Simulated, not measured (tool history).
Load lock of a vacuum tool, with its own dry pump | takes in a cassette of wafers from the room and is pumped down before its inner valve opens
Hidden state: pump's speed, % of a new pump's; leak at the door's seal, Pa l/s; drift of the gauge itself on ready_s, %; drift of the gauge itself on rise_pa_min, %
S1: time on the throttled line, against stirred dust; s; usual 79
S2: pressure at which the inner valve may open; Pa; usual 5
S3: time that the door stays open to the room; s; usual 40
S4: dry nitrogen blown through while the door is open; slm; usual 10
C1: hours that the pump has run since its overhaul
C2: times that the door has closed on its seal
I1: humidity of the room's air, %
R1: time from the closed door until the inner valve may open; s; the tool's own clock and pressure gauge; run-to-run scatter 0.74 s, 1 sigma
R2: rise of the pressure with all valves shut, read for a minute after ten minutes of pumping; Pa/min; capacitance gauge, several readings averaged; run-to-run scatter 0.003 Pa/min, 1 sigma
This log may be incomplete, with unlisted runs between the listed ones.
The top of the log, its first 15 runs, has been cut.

Run 16, hour 1113.3: usual settings; C1 5757; C2 17494; I1 44.6. Result: R1 124.8 s, R2 0.027 Pa/min.
Run 17, hour 1160.7: usual settings but S1 54 s, S3 51 s, S4 15 slm; C1 5804; C2 17717; I1 45.0. Result: R1 103.9 s, R2 0.025 Pa/min.
Run 18, hour 1253.7: usual settings but S1 41 s, S4 4 slm; C1 5897; C2 18154; I1 47.3. Result: R1 94.2 s, R2 0.035 Pa/min.
Run 19, hour 1307.8: usual settings but S1 90 s, S3 76 s, S4 26 slm; C1 5951; C2 18408; I1 48.9. Result: R1 133.5 s, R2 0.027 Pa/min.
Run 20, hour 1375.0: usual settings but S1 90 s, S3 76 s, S4 26 slm; C1 6018; C2 18723; I1 45.3. Result: R1 133.1 s, R2 0.022 Pa/min.
Run 21, hour 1459.0: usual settings but S2 4 Pa, S3 106 s; C1 6102; C2 19118; I1 47.2. Result: R1 127.6 s, R2 0.045 Pa/min.
Run 22, hour 1519.4: usual settings but S2 4 Pa, S3 106 s; C1 6163; C2 19401; I1 47.7. Result: R1 127.5 s, R2 0.049 Pa/min.
Run 23, hour 1576.2: usual settings but S1 47 s, S2 6 Pa; C1 6220; C2 19668; I1 43.7. Result: R1 97.5 s, R2 0.027 Pa/min.
Run 24, hour 1674.4: usual settings but S2 8 Pa, S3 229 s; C1 6318; C2 20129; I1 46.6. Result: R1 121.9 s, R2 0.057 Pa/min.
Run 25, hour 1763.1: usual settings but S1 146 s, S4 20 slm; C1 6406; C2 20545; I1 43.1. Result: R1 179.6 s, R2 0.017 Pa/min.
Run 26, hour 1856.9: usual settings but S1 146 s, S4 20 slm; C1 6500; C2 20986; I1 41.0. Result: R1 180.6 s, R2 0.022 Pa/min.
Run 27, hour 1905.2: usual settings but S2 7 Pa, S4 8 slm; C1 6549; C2 21212; I1 42.7. Result: R1 123.0 s, R2 0.026 Pa/min.
Run 28, hour 1991.6: usual settings but S1 150 s, S3 41 s, S4 6 slm; C1 6635; C2 21618; I1 44.6. Result: R1 182.8 s, R2 0.026 Pa/min.
Run 29, hour 2069.8: usual settings but S1 150 s, S3 41 s, S4 6 slm; C1 6713; C2 21985; I1 42.7. Result: R1 182.2 s, R2 0.031 Pa/min.
Run 30, hour 2170.4: usual settings but S2 6 Pa; C1 6814; C2 22458; I1 44.6. Result: R1 123.8 s, R2 0.025 Pa/min.
Run 31, hour 2244.6: usual settings but S2 6 Pa; C1 6888; C2 22806; I1 38.8. Result: R1 124.1 s, R2 0.020 Pa/min.
Run 32, hour 2317.8: usual settings but S1 89 s, S4 11 slm; C1 6961; C2 23150; I1 45.4. Result: R1 131.6 s, R2 0.024 Pa/min.

Alternative continuations, all from the tool just after run 32; predict every row:
Run A, hour 2379.3: usual settings but S1 52 s, S4 11 slm; C1 7023; C2 23438; I1 45.9. Result: R1 ?, R2 ?.
Run B, hour 2379.3: usual settings but S1 89 s, S2 6 Pa, S4 29 slm; C1 7023; C2 23438; I1 45.1. Result: R1 ?, R2 ?.
Run C, hour 2379.3: usual settings but S1 75 s, S2 6 Pa, S3 125 s; C1 7023; C2 23438; I1 45.1. Result: R1 ?, R2 ?.
Run D, hour 2379.3: usual settings but S1 89 s, S3 38 s, S4 11 slm; C1 7023; C2 23438; I1 45.0. Result: R1 ?, R2 ?.

run     R1     R2
  A  103.0  0.028
  B  133.0  0.011
  C  121.5  0.046
  D  132.5  0.028
Without the tool's hidden state the same runs would have given:
run     R1     R2
  A  103.0  0.028
  B  132.9  0.011
  C  121.4  0.046
  D  132.4  0.027

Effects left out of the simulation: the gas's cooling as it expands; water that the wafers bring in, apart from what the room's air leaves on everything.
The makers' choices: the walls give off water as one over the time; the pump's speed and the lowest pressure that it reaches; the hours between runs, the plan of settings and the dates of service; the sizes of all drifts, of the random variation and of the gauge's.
